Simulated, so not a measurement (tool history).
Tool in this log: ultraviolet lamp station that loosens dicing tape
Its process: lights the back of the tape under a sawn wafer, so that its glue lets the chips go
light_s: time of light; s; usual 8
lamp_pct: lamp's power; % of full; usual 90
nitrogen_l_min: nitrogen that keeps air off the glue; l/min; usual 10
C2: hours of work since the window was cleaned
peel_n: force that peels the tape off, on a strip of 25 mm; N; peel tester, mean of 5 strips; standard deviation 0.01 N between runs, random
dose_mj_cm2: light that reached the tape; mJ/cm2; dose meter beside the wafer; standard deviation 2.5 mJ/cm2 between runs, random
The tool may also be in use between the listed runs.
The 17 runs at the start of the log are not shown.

At hour 482.7: window cleaned of glue's vapour, once more.
Run 18, hour 509.9: usual settings but light_s 6 s, lamp_pct 66 % of full; hours of work of the lamp 299; C2 15. Result: peel_n 1.995 N, dose_mj_cm2 128 mJ/cm2.
Run 19, hour 547.8: usual settings but light_s 5 s, nitrogen_l_min 7 l/min; hours of work of the lamp 320; C2 35. Result: peel_n 2.056 N, dose_mj_cm2 145 mJ/cm2.
Run 20, hour 587.7: usual settings but light_s 7 s, lamp_pct 72 % of full, nitrogen_l_min 3 l/min; hours of work of the lamp 341; C2 57. Result: peel_n 2.632 N, dose_mj_cm2 160 mJ/cm2.
Run 21, hour 622.4: usual settings but light_s 7 s, lamp_pct 72 % of full, nitrogen_l_min 3 l/min; hours of work of the lamp 360; C2 75. Result: peel_n 2.873 N, dose_mj_cm2 158 mJ/cm2.
Run 22, hour 640.0: usual settings but light_s 7 s, lamp_pct 72 % of full; hours of work of the lamp 369; C2 85. Result: peel_n 1.585 N, dose_mj_cm2 154 mJ/cm2.
Run 23, hour 662.5: usual settings but light_s 12 s, lamp_pct 64 % of full; hours of work of the lamp 382; C2 97. Result: peel_n 0.733 N, dose_mj_cm2 236 mJ/cm2.
Run 24, hour 682.1: usual settings but light_s 12 s, lamp_pct 64 % of full; hours of work of the lamp 392; C2 108. Result: peel_n 0.786 N, dose_mj_cm2 230 mJ/cm2.
Run 25, hour 724.9: usual settings but light_s 12 s, lamp_pct 64 % of full; hours of work of the lamp 415; C2 131. Result: peel_n 0.824 N, dose_mj_cm2 226 mJ/cm2.
Run 26, hour 753.6: usual settings but lamp_pct 64 % of full, nitrogen_l_min 4 l/min; hours of work of the lamp 431; C2 146. Result: peel_n 2.653 N, dose_mj_cm2 148 mJ/cm2.
Run 27, hour 786.8: usual settings but light_s 5 s, lamp_pct 95 % of full, nitrogen_l_min 3 l/min; hours of work of the lamp 449; C2 164. Result: peel_n 3.322 N, dose_mj_cm2 135 mJ/cm2.
Run 28, hour 815.0: usual settings but light_s 12 s, lamp_pct 84 % of full, nitrogen_l_min 5 l/min; hours of work of the lamp 464; C2 179. Result: peel_n 0.878 N, dose_mj_cm2 282 mJ/cm2.
Run 29, hour 854.5: usual settings but lamp_pct 85 % of full, nitrogen_l_min 16 l/min; hours of work of the lamp 485; C2 201. Result: peel_n 0.882 N, dose_mj_cm2 178 mJ/cm2.
Run 30, hour 872.5: usual settings but light_s 13 s, lamp_pct 85 % of full, nitrogen_l_min 16 l/min; hours of work of the lamp 495; C2 210. Result: peel_n 0.380 N, dose_mj_cm2 296 mJ/cm2.

Predict each of these 3 candidate next runs independently; none follows another, all start after run 30:
Run A, hour 914.6: usual settings but light_s 5 s; hours of work of the lamp 518; C2 233. Result: peel_n ?, dose_mj_cm2 ?.
Run B, hour 914.6: usual settings but light_s 13 s, lamp_pct 85 % of full, nitrogen_l_min 17 l/min; hours of work of the lamp 518; C2 233. Result: peel_n ?, dose_mj_cm2 ?.
Run C, hour 914.6: usual settings but light_s 13 s, lamp_pct 85 % of full; hours of work of the lamp 518; C2 233. Result: peel_n ?, dose_mj_cm2 ?.

run  peel_n  dose_mj_cm2
  A   2.332          114
  B   0.389          291
  C   0.492          287
What these runs would have given with no unlogged condition in the tool:
run  peel_n  dose_mj_cm2
  A   1.125          186
  B   0.252          466
  C   0.255          463

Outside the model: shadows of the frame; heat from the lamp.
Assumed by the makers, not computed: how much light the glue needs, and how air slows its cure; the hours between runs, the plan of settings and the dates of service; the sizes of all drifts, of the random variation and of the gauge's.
